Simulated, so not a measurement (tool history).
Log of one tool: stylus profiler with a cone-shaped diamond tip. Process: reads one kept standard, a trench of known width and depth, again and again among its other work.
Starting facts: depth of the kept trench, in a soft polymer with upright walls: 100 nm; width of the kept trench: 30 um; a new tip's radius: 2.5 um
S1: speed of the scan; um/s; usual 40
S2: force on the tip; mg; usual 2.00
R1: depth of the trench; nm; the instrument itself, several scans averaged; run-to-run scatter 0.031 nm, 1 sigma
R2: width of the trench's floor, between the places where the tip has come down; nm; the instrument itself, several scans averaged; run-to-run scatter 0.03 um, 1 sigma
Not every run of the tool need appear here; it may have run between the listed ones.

run 1 hour=0.0 | S1=40 S2=2.00 | R1=100.89 R2=28280
run 2 hour=11.9 | S1=40 S2=2.00 | R1=100.86 R2=28220
run 3 hour=27.3 | S1=15 S2=2.00 | R1=100.91 R2=28350
run 4 hour=42.9 | S1=11 S2=2.00 | R1=100.88 R2=28390
run 5 hour=56.0 | S1=40 S2=2.00 | R1=100.90 R2=28190
run 6 hour=69.6 | S1=40 S2=2.00 | R1=100.84 R2=28200
run 7 hour=82.8 | S1=40 S2=2.00 | R1=100.85 R2=28210
run 8 hour=95.7 | S1=147 S2=2.00 | R1=100.90 R2=27670
run 9 hour=109.7 | S1=147 S2=2.00 | R1=100.86 R2=27740
run 10 hour=125.9 | S1=147 S2=2.00 | R1=100.89 R2=27660
run 11 hour=137.0 | S1=147 S2=1.46 | R1=100.66 R2=27640
run 12 hour=143.9 | S1=147 S2=1.46 | R1=100.63 R2=27640
run 13 hour=155.3 | S1=147 S2=1.46 | R1=100.67 R2=27590
run 14 hour=165.1 | S1=147 S2=1.46 | R1=100.64 R2=27590
run 15 hour=177.6 | S1=40 S2=2.00 | R1=100.92 R2=28230
run 16 hour=189.3 | S1=40 S2=2.00 | R1=100.81 R2=28170
run 17 hour=198.0 | S1=40 S2=2.00 | R1=100.83 R2=28160
run 18 hour=207.5 | S1=40 S2=2.00 | R1=100.85 R2=28180
run 19 hour=221.6 | S1=40 S2=2.00 | R1=100.81 R2=28150
run 20 hour=236.9 | S1=40 S2=3.72 | R1=101.28 R2=28200
run 21 hour=248.9 | S1=40 S2=2.00 | R1=100.86 R2=28110
run 22 hour=264.7 | S1=40 S2=2.00 | R1=100.77 R2=28120
run 23 hour=278.7 | S1=40 S2=2.00 | R1=100.77 R2=28150
run 24 hour=291.8 | S1=28 S2=1.41 | R1=100.62 R2=28140
run 25 hour=307.3 | S1=117 S2=4.10 | R1=101.44 R2=27940
run 26 hour=317.1 | S1=19 S2=4.92 | R1=101.60 R2=28260
run 27 hour=332.5 | S1=14 S2=1.40 | R1=100.62 R2=28270
run 28 hour=346.5 | S1=12 S2=1.21 | R1=100.50 R2=28250
-- hour=347.7 height scale calibrated on a step standard
run 29 hour=361.8 | S1=11 S2=2.10 | R1=100.84 R2=28280
run 30 hour=376.2 | S1=11 S2=1.10 | R1=100.46 R2=28260
run 31 hour=391.5 | S1=32 S2=1.90 | R1=100.74 R2=28150
run 32 hour=400.1 | S1=80 S2=1.85 | R1=100.71 R2=27930
run 33 hour=414.5 | S1=16 S2=3.09 | R1=101.15 R2=28260
run 34 hour=428.4 | S1=24 S2=1.66 | R1=100.67 R2=28160
run 35 hour=440.4 | S1=90 S2=1.76 | R1=100.71 R2=27850
-- hour=446.0 height scale calibrated on a step standard, once more
run 36 hour=456.5 | S1=90 S2=1.76 | R1=100.81 R2=27810
run 37 hour=465.0 | S1=90 S2=1.76 | R1=100.87 R2=27880
run 38 hour=479.6 | S1=106 S2=3.11 | R1=101.25 R2=27950
run 39 hour=490.0 | S1=98 S2=3.11 | R1=101.23 R2=27910
run 40 hour=499.7 | S1=18 S2=0.90 | R1=100.52 R2=28200
run 41 hour=514.7 | S1=42 S2=2.91 | R1=101.22 R2=28150
run 42 hour=525.6 | S1=66 S2=2.91 | R1=101.21 R2=28050
run 43 hour=538.8 | S1=105 S2=1.77 | R1=100.84 R2=27820
run 44 hour=550.0 | S1=23 S2=5.16 | R1=101.78 R2=28220
run 45 hour=563.8 | S1=81 S2=3.75 | R1=101.38 R2=27940

Alternative continuations, all from the tool just after run 45; predict every row:
run A hour=575.5 | S1=77 S2=2.70 | R1=? R2=?
run B hour=575.5 | S1=81 S2=3.17 | R1=? R2=?
run C hour=575.5 | S1=52 S2=3.18 | R1=? R2=?
run D hour=575.5 | S1=43 S2=3.60 | R1=? R2=?
run E hour=575.5 | S1=141 S2=2.00 | R1=? R2=?

run=A R1=101.14 R2=27980
run=B R1=101.24 R2=27950
run=C R1=101.25 R2=28120
run=D R1=101.33 R2=28070
run=E R1=100.92 R2=27620
Without the tool's hidden state the same runs would have given:
run=A R1=101.17 R2=28320
run=B R1=101.27 R2=28300
run=C R1=101.28 R2=28470
run=D R1=101.36 R2=28410
run=E R1=100.95 R2=27970

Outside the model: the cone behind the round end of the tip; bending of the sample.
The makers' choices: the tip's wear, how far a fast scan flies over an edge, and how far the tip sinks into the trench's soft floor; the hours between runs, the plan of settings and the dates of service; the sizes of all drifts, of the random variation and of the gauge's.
